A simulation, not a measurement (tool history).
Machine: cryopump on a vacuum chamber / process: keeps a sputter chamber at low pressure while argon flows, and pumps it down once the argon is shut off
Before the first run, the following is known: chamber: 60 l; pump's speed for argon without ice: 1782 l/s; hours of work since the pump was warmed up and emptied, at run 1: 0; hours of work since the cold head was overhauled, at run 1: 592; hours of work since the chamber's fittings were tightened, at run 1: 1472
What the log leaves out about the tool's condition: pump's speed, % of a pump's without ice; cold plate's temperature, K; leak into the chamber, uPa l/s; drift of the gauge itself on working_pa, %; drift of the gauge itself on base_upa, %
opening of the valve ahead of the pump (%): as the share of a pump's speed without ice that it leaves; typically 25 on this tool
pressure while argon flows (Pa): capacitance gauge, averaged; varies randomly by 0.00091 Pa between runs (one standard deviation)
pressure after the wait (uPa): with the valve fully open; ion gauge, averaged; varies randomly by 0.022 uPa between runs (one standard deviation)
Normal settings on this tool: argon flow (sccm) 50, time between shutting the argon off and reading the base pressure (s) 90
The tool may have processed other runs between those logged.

run   hour  argon flow (sccm)  time between shutting the argon off and reading the base pressure (s)  opening of the valve ahead of the pump (%)  hours of work since the pump was warmed up and emptied  hours of work since the cold head was overhauled  hours of work since the chamber's fittings were tightened  pressure while argon flows (Pa)  pressure after the wait (uPa)
  1      0                 50                                                                     90                                          25                                                       0                                               592                                                       1472                           0.1897                           1.72
  2   28.4                 50                                                                     90                                          25                                                      18                                               611                                                       1490                           0.1913                           1.82
  3   49.3                 50                                                                     90                                          25                                                      32                                               624                                                       1503                           0.1894                           1.74
  4   92.8                 50                                                                     90                                          25                                                      60                                               652                                                       1531                           0.1915                           1.79
  5  128.6                 50                                                                     90                                          25                                                      83                                               675                                                       1554                           0.1915                           1.81
  6  164.1                 50                                                                     90                                          25                                                     106                                               698                                                       1577                           0.1934                           1.87
  7  197.8                 50                                                                     52                                          25                                                     127                                               720                                                       1599                           0.1934                           2.17
  8  237.9                 37                                                                     90                                          25                                                     153                                               746                                                       1625                           0.1424                           1.96
  9  277.2                 37                                                                     90                                          25                                                     178                                               771                                                       1650                            0.144                           1.94
 10  299.3                 37                                                                     90                                          25                                                     193                                               785                                                       1664                           0.1431                              2
 11  335.6                 37                                                                     90                                          25                                                     216                                               808                                                       1688                           0.1445                           2.08
 12  356.4                 37                                                                     90                                          25                                                     229                                               822                                                       1701                           0.1451                           2.03
 13  393.8                 37                                                                     90                                          25                                                     254                                               846                                                       1725                           0.1452                           2.08
 14  438.1                 37                                                                     90                                          25                                                     282                                               874                                                       1754                           0.1449                           2.11
 15  465.2                 30                                                                     62                                          54                                                     299                                               892                                                       1771                           0.0577                           2.35
 16  507.3                 30                                                                     62                                          54                                                     327                                               919                                                       1798                           0.0567                            2.4
 17  543.9                 26                                                                    142                                          25                                                     350                                               943                                                       1822                           0.1027                           2.08
 18  584.7                 45                                                                    142                                          49                                                     376                                               969                                                       1848                            0.094                           2.11
 19  616.5                 98                                                                     90                                          15                                                     397                                               989                                                       1869                            0.639                           2.32
 20  646.9                 98                                                                     90                                          15                                                     416                                              1009                                                       1888                           0.6386                           2.36
 21  671.4                 27                                                                     47                                          25                                                     432                                              1025                                                       1904                            0.108                           2.78

Alternative continuations, all from the tool just after run 21; predict every row:
  A   697                 37                                                                     47                                          23                                                     449                                              1041                                                       1920                                ?                              ?
  B   697                 50                                                                    186                                          25                                                     449                                              1041                                                       1920                                ?                              ?
  C   697                 27                                                                     32                                          25                                                     449                                              1041                                                       1920                                ?                              ?
  D   697                 26                                                                     90                                          30                                                     449                                              1041                                                       1920                                ?                              ?

run  pressure while argon flows (Pa)  pressure after the wait (uPa)
  A                           0.1608                           2.78
  B                           0.2015                           2.19
  C                           0.1074                           3.18
  D                           0.0879                           2.35
Without the tool's unlogged condition, the same runs would have read:
run  pressure while argon flows (Pa)  pressure after the wait (uPa)
  A                            0.153                           0.94
  B                           0.1909                           0.37
  C                           0.1017                           1.32
  D                           0.0824                           0.54
